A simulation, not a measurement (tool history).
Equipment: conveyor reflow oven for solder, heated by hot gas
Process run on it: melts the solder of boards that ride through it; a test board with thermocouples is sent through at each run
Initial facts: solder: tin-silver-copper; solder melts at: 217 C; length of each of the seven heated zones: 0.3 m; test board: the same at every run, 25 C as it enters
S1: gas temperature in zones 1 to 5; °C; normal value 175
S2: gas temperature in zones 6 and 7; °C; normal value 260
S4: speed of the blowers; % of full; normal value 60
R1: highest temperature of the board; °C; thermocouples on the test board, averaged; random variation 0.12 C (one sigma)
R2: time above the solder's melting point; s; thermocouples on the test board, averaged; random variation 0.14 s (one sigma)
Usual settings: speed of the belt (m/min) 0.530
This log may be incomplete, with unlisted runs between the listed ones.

run 1 hour=0.0 | S1=175 S2=260 speed_of_the_belt_(m/min)=0.530 S4=60 | R1=240.6 R2=40.8
run 2 hour=34.6 | S1=175 S2=269 speed_of_the_belt_(m/min)=0.530 S4=60 | R1=247.7 R2=47.0
run 3 hour=75.3 | S1=176 S2=260 speed_of_the_belt_(m/min)=0.530 S4=60 | R1=240.5 R2=41.2
run 4 hour=112.5 | S1=176 S2=260 speed_of_the_belt_(m/min)=0.530 S4=60 | R1=240.5 R2=41.1
run 5 hour=145.1 | S1=175 S2=260 speed_of_the_belt_(m/min)=0.530 S4=60 | R1=239.7 R2=40.0
run 6 hour=182.6 | S1=175 S2=260 speed_of_the_belt_(m/min)=0.530 S4=60 | R1=239.8 R2=40.1
-- hour=216.5 flux residue cleaned out of gas plates and filters
run 7 hour=224.8 | S1=175 S2=260 speed_of_the_belt_(m/min)=0.530 S4=60 | R1=241.2 R2=42.2
run 8 hour=252.3 | S1=175 S2=260 speed_of_the_belt_(m/min)=0.530 S4=60 | R1=241.3 R2=42.2
run 9 hour=295.9 | S1=175 S2=272 speed_of_the_belt_(m/min)=0.530 S4=60 | R1=251.2 R2=49.7
-- hour=302.3 belt drive overhauled, speed set with a stopwatch
run 10 hour=327.0 | S1=175 S2=272 speed_of_the_belt_(m/min)=0.530 S4=60 | R1=251.1 R2=50.0
run 11 hour=368.6 | S1=175 S2=272 speed_of_the_belt_(m/min)=0.530 S4=60 | R1=250.9 R2=49.9
run 12 hour=392.2 | S1=181 S2=260 speed_of_the_belt_(m/min)=0.530 S4=60 | R1=242.2 R2=45.6
-- hour=407.9 thermocouples of zones 6 and 7 changed
run 13 hour=442.5 | S1=175 S2=260 speed_of_the_belt_(m/min)=0.547 S4=88 | R1=246.5 R2=46.8
run 14 hour=492.9 | S1=175 S2=260 speed_of_the_belt_(m/min)=0.547 S4=88 | R1=246.5 R2=46.7
-- hour=506.2 belt drive overhauled, speed set with a stopwatch, once more
run 15 hour=530.6 | S1=188 S2=260 speed_of_the_belt_(m/min)=0.493 S4=60 | R1=245.8 R2=54.9

Estimate the outcome of run 16 from the log above:
run 16 hour=559.7 | S1=188 S2=260 speed_of_the_belt_(m/min)=0.493 S4=60 | R1=? R2=?

{"run 16": {"R1": 246.0, "R2": 55.1}}
Had the tool carried no hidden state, the very same run would have given R1 246.5 °C, R2 55.8 s.
